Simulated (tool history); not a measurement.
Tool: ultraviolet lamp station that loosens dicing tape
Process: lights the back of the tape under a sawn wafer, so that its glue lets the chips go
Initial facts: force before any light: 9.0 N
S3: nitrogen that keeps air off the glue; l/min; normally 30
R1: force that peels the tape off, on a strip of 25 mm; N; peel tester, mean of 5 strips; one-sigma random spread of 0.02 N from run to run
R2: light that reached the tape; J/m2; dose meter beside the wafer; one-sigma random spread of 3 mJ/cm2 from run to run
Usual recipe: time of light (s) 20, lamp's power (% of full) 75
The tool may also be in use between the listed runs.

Run 1, hour 0.0: usual settings. Result: R1 0.964 N, R2 4480 J/m2.
Run 2, hour 61.5: usual settings. Result: R1 0.994 N, R2 4470 J/m2.
Run 3, hour 124.2: usual settings. Result: R1 0.976 N, R2 4440 J/m2.
Run 4, hour 178.2: usual settings but time of light (s) 38. Result: R1 0.271 N, R2 8450 J/m2.
Run 5, hour 231.0: usual settings but time of light (s) 38, lamp's power (% of full) 81. Result: R1 0.234 N, R2 9190 J/m2.
Run 6, hour 269.4: usual settings. Result: R1 1.020 N, R2 4450 J/m2.
Run 7, hour 322.0: usual settings but S3 37 l/min. Result: R1 0.925 N, R2 4510 J/m2.
Run 8, hour 373.1: usual settings but time of light (s) 25. Result: R1 0.618 N, R2 5570 J/m2.
Run 9, hour 434.5: usual settings but time of light (s) 25, lamp's power (% of full) 61. Result: R1 0.947 N, R2 4510 J/m2.
Run 10, hour 483.2: usual settings. Result: R1 0.982 N, R2 4470 J/m2.
Run 11, hour 518.5: usual settings. Result: R1 1.023 N, R2 4450 J/m2.
Run 12, hour 559.5: usual settings. Result: R1 1.028 N, R2 4520 J/m2.
At hour 616.6: window cleaned of glue's vapour.
Run 13, hour 622.2: usual settings. Result: R1 0.999 N, R2 4420 J/m2.
Run 14, hour 683.1: usual settings but S3 15 l/min. Result: R1 1.385 N, R2 4470 J/m2.
Run 15, hour 737.8: usual settings but S3 15 l/min. Result: R1 1.315 N, R2 4440 J/m2.
Run 16, hour 798.8: usual settings. Result: R1 0.985 N, R2 4440 J/m2.
Run 17, hour 860.0: usual settings but S3 18 l/min. Result: R1 1.267 N, R2 4430 J/m2.
Run 18, hour 906.6: usual settings but S3 18 l/min. Result: R1 1.275 N, R2 4440 J/m2.
Run 19, hour 936.3: usual settings but S3 18 l/min. Result: R1 1.275 N, R2 4440 J/m2.
Run 20, hour 970.1: usual settings but S3 13 l/min. Result: R1 1.402 N, R2 4480 J/m2.
Run 21, hour 1011.4: usual settings but time of light (s) 13, lamp's power (% of full) 74, S3 12 l/min. Result: R1 2.880 N, R2 2840 J/m2.
Run 22, hour 1075.9: usual settings but time of light (s) 16, lamp's power (% of full) 63, S3 12 l/min. Result: R1 2.685 N, R2 2970 J/m2.
Run 23, hour 1109.2: usual settings but time of light (s) 17, lamp's power (% of full) 90, S3 20 l/min. Result: R1 1.155 N, R2 4510 J/m2.
Run 24, hour 1151.1: usual settings but time of light (s) 26, lamp's power (% of full) 78. Result: R1 0.540 N, R2 5980 J/m2.
Run 25, hour 1196.8: usual settings but time of light (s) 26, lamp's power (% of full) 78. Result: R1 0.535 N, R2 5960 J/m2.
At hour 1234.8: window cleaned of glue's vapour.
Run 26, hour 1266.8: usual settings but time of light (s) 11, lamp's power (% of full) 79, S3 10 l/min. Result: R1 3.331 N, R2 2580 J/m2.
Run 27, hour 1299.1: usual settings but time of light (s) 11, lamp's power (% of full) 79, S3 10 l/min. Result: R1 3.273 N, R2 2600 J/m2.
Run 28, hour 1343.4: usual settings but time of light (s) 11, S3 35 l/min. Result: R1 2.428 N, R2 2480 J/m2.
Run 29, hour 1382.4: usual settings but time of light (s) 19, S3 21 l/min. Result: R1 1.272 N, R2 4200 J/m2.
Run 30, hour 1427.4: usual settings but time of light (s) 19, S3 21 l/min. Result: R1 1.268 N, R2 4230 J/m2.
Run 31, hour 1483.9: usual settings but lamp's power (% of full) 64, S3 47 l/min. Result: R1 1.158 N, R2 3840 J/m2.
Run 32, hour 1535.8: usual settings but lamp's power (% of full) 64, S3 47 l/min. Result: R1 1.168 N, R2 3820 J/m2.
Run 33, hour 1580.4: usual settings but time of light (s) 29, lamp's power (% of full) 98, S3 9 l/min. Result: R1 0.477 N, R2 8430 J/m2.
At hour 1636.6: lamp changed.
Run 34, hour 1637.2: usual settings but time of light (s) 29, lamp's power (% of full) 98, S3 9 l/min. Result: R1 0.491 N, R2 8430 J/m2.
Run 35, hour 1704.9: usual settings but time of light (s) 29, lamp's power (% of full) 98, S3 9 l/min. Result: R1 0.498 N, R2 8470 J/m2.
Run 36, hour 1734.4: usual settings but time of light (s) 29, lamp's power (% of full) 98, S3 9 l/min. Result: R1 0.498 N, R2 8340 J/m2.
Run 37, hour 1788.7: usual settings but S3 44 l/min. Result: R1 0.857 N, R2 4440 J/m2.
At hour 1850.1: window cleaned of glue's vapour.
Run 38, hour 1858.2: usual settings but time of light (s) 16, lamp's power (% of full) 66, S3 14 l/min. Result: R1 2.305 N, R2 3160 J/m2.
Run 39, hour 1925.7: usual settings but time of light (s) 36, lamp's power (% of full) 70, S3 21 l/min. Result: R1 0.409 N, R2 7550 J/m2.
Run 40, hour 1971.9: usual settings but time of light (s) 13, lamp's power (% of full) 70, S3 16 l/min. Result: R1 2.762 N, R2 2700 J/m2.

What if the next run were any one of these 3? Each begins from the tool's condition after run 40:
Run A, hour 2013.6: usual settings but time of light (s) 19, lamp's power (% of full) 93, S3 12 l/min. Result: R1 ?, R2 ?.
Run B, hour 2013.6: usual settings but time of light (s) 17, lamp's power (% of full) 61, S3 40 l/min. Result: R1 ?, R2 ?.
Run C, hour 2013.6: usual settings but time of light (s) 14, lamp's power (% of full) 62, S3 17 l/min. Result: R1 ?, R2 ?.

run     R1    R2
  A  1.105  5260
  B  1.743  3080
  C  2.807  2570
With the hidden condition removed and each run's random variation left untouched, the same runs would have given:
run     R1    R2
  A  1.103  5270
  B  1.740  3090
  C  2.804  2570
